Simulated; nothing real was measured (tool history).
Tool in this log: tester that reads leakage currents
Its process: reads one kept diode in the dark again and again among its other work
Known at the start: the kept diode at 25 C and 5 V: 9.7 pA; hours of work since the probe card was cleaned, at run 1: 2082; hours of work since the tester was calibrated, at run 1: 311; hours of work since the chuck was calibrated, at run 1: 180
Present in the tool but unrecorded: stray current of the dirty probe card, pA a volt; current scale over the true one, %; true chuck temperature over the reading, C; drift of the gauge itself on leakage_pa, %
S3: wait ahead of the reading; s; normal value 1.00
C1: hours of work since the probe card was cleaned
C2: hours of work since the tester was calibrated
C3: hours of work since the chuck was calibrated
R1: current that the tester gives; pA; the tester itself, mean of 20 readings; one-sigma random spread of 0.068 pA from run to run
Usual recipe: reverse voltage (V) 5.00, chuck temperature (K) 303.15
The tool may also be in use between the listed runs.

{"run": 1, "hour": 0.0, "reverse voltage (V)": 5.0, "chuck temperature (K)": 303.15, "S3": 1.0, "C1": 2082, "C2": 311, "C3": 180, "R1": 26.38}
{"run": 2, "hour": 13.3, "reverse voltage (V)": 5.0, "chuck temperature (K)": 303.15, "S3": 1.0, "C1": 2091, "C2": 320, "C3": 189, "R1": 26.35}
{"run": 3, "hour": 42.1, "reverse voltage (V)": 5.0, "chuck temperature (K)": 303.15, "S3": 0.51, "C1": 2110, "C2": 339, "C3": 209, "R1": 27.68}
{"run": 4, "hour": 55.1, "reverse voltage (V)": 5.0, "chuck temperature (K)": 303.15, "S3": 0.51, "C1": 2119, "C2": 348, "C3": 218, "R1": 27.8}
{"run": 5, "hour": 69.5, "reverse voltage (V)": 5.0, "chuck temperature (K)": 303.15, "S3": 0.51, "C1": 2129, "C2": 358, "C3": 228, "R1": 27.7}
{"run": 6, "hour": 95.8, "reverse voltage (V)": 5.0, "chuck temperature (K)": 303.15, "S3": 0.51, "C1": 2147, "C2": 376, "C3": 246, "R1": 27.89}
{"run": 7, "hour": 109.2, "reverse voltage (V)": 5.0, "chuck temperature (K)": 303.15, "S3": 1.0, "C1": 2156, "C2": 385, "C3": 255, "R1": 26.54}
{"run": 8, "hour": 140.0, "reverse voltage (V)": 5.0, "chuck temperature (K)": 303.15, "S3": 1.0, "C1": 2177, "C2": 406, "C3": 276, "R1": 26.7}
{"run": 9, "hour": 153.9, "reverse voltage (V)": 5.0, "chuck temperature (K)": 303.15, "S3": 1.0, "C1": 2187, "C2": 416, "C3": 286, "R1": 26.67}
{"run": 10, "hour": 167.0, "reverse voltage (V)": 5.0, "chuck temperature (K)": 303.15, "S3": 1.0, "C1": 2196, "C2": 425, "C3": 294, "R1": 26.98}
{"run": 11, "hour": 196.2, "reverse voltage (V)": 10.25, "chuck temperature (K)": 303.15, "S3": 1.0, "C1": 2216, "C2": 445, "C3": 314, "R1": 44.34}
{"run": 12, "hour": 214.8, "reverse voltage (V)": 2.28, "chuck temperature (K)": 303.15, "S3": 1.0, "C1": 2229, "C2": 458, "C3": 327, "R1": 16.62}
{"hour": 248.4, "done": "probe card cleaned and baked"}
{"run": 13, "hour": 248.4, "reverse voltage (V)": 2.28, "chuck temperature (K)": 303.15, "S3": 1.0, "C1": 0, "C2": 479, "C3": 348, "R1": 11.02}
{"run": 14, "hour": 268.0, "reverse voltage (V)": 2.28, "chuck temperature (K)": 303.15, "S3": 1.0, "C1": 13, "C2": 492, "C3": 361, "R1": 10.97}
{"run": 15, "hour": 284.6, "reverse voltage (V)": 2.28, "chuck temperature (K)": 303.15, "S3": 1.0, "C1": 25, "C2": 503, "C3": 373, "R1": 11.01}
{"run": 16, "hour": 306.7, "reverse voltage (V)": 2.28, "chuck temperature (K)": 303.15, "S3": 1.0, "C1": 40, "C2": 518, "C3": 388, "R1": 10.93}
{"run": 17, "hour": 333.9, "reverse voltage (V)": 5.0, "chuck temperature (K)": 303.15, "S3": 1.0, "C1": 58, "C2": 537, "C3": 407, "R1": 14.82}
{"run": 18, "hour": 351.0, "reverse voltage (V)": 5.0, "chuck temperature (K)": 303.15, "S3": 1.0, "C1": 70, "C2": 549, "C3": 418, "R1": 14.87}
{"run": 19, "hour": 368.8, "reverse voltage (V)": 7.34, "chuck temperature (K)": 303.15, "S3": 1.0, "C1": 82, "C2": 561, "C3": 430, "R1": 17.43}
{"run": 20, "hour": 383.3, "reverse voltage (V)": 7.34, "chuck temperature (K)": 303.15, "S3": 1.0, "C1": 92, "C2": 571, "C3": 440, "R1": 17.52}
{"run": 21, "hour": 406.0, "reverse voltage (V)": 7.34, "chuck temperature (K)": 303.15, "S3": 1.0, "C1": 108, "C2": 586, "C3": 456, "R1": 17.6}
{"run": 22, "hour": 431.0, "reverse voltage (V)": 1.32, "chuck temperature (K)": 318.15, "S3": 0.71, "C1": 125, "C2": 603, "C3": 473, "R1": 24.52}
{"run": 23, "hour": 455.2, "reverse voltage (V)": 14.61, "chuck temperature (K)": 303.15, "S3": 4.95, "C1": 141, "C2": 620, "C3": 490, "R1": 21.4}
{"run": 24, "hour": 473.5, "reverse voltage (V)": 10.73, "chuck temperature (K)": 303.15, "S3": 7.1, "C1": 154, "C2": 633, "C3": 502, "R1": 19.02}
{"run": 25, "hour": 488.0, "reverse voltage (V)": 8.95, "chuck temperature (K)": 309.15, "S3": 7.1, "C1": 164, "C2": 642, "C3": 512, "R1": 25.56}
{"run": 26, "hour": 517.8, "reverse voltage (V)": 8.95, "chuck temperature (K)": 309.15, "S3": 7.1, "C1": 184, "C2": 663, "C3": 532, "R1": 25.72}
{"run": 27, "hour": 538.4, "reverse voltage (V)": 2.99, "chuck temperature (K)": 313.15, "S3": 1.0, "C1": 198, "C2": 677, "C3": 546, "R1": 23.16}
{"run": 28, "hour": 557.1, "reverse voltage (V)": 2.99, "chuck temperature (K)": 313.15, "S3": 1.0, "C1": 211, "C2": 690, "C3": 559, "R1": 23.25}
{"run": 29, "hour": 588.4, "reverse voltage (V)": 15.92, "chuck temperature (K)": 315.15, "S3": 1.0, "C1": 233, "C2": 711, "C3": 581, "R1": 50.05}
{"run": 30, "hour": 606.6, "reverse voltage (V)": 2.12, "chuck temperature (K)": 320.15, "S3": 0.46, "C1": 245, "C2": 724, "C3": 593, "R1": 32.35}
{"run": 31, "hour": 629.1, "reverse voltage (V)": 19.34, "chuck temperature (K)": 303.15, "S3": 2.73, "C1": 260, "C2": 739, "C3": 609, "R1": 27.3}
{"run": 32, "hour": 649.3, "reverse voltage (V)": 19.34, "chuck temperature (K)": 303.15, "S3": 2.73, "C1": 274, "C2": 753, "C3": 622, "R1": 27.5}
{"run": 33, "hour": 674.2, "reverse voltage (V)": 5.0, "chuck temperature (K)": 302.15, "S3": 1.69, "C1": 291, "C2": 770, "C3": 639, "R1": 14.31}
{"run": 34, "hour": 696.2, "reverse voltage (V)": 1.23, "chuck temperature (K)": 331.15, "S3": 4.44, "C1": 306, "C2": 785, "C3": 654, "R1": 50.86}
{"run": 35, "hour": 715.8, "reverse voltage (V)": 1.23, "chuck temperature (K)": 331.15, "S3": 4.44, "C1": 320, "C2": 798, "C3": 668, "R1": 50.77}
{"run": 36, "hour": 741.6, "reverse voltage (V)": 1.23, "chuck temperature (K)": 314.15, "S3": 4.44, "C1": 337, "C2": 816, "C3": 685, "R1": 17.86}
{"run": 37, "hour": 758.2, "reverse voltage (V)": 5.0, "chuck temperature (K)": 295.15, "S3": 1.0, "C1": 349, "C2": 827, "C3": 697, "R1": 10.33}
{"run": 38, "hour": 783.5, "reverse voltage (V)": 3.84, "chuck temperature (K)": 325.15, "S3": 0.61, "C1": 366, "C2": 845, "C3": 714, "R1": 52.57}
{"run": 39, "hour": 804.7, "reverse voltage (V)": 9.03, "chuck temperature (K)": 297.15, "S3": 0.74, "C1": 380, "C2": 859, "C3": 729, "R1": 16.98}

How the hidden state differs across the entries between the runs, from the last listed run before each to the first after it:
From run 12 to run 13: probe card cleaned and baked (hour 248.4)
  stray current of the dirty probe card, pA a volt: 2.48 -> 0.022; current scale over the true one, %: 0.12 -> 0.13; true chuck temperature over the reading, C: -0.72 -> -0.77
  what was measured, less what the result would be without the hidden state, R1: +5.08 -> -0.57 pA

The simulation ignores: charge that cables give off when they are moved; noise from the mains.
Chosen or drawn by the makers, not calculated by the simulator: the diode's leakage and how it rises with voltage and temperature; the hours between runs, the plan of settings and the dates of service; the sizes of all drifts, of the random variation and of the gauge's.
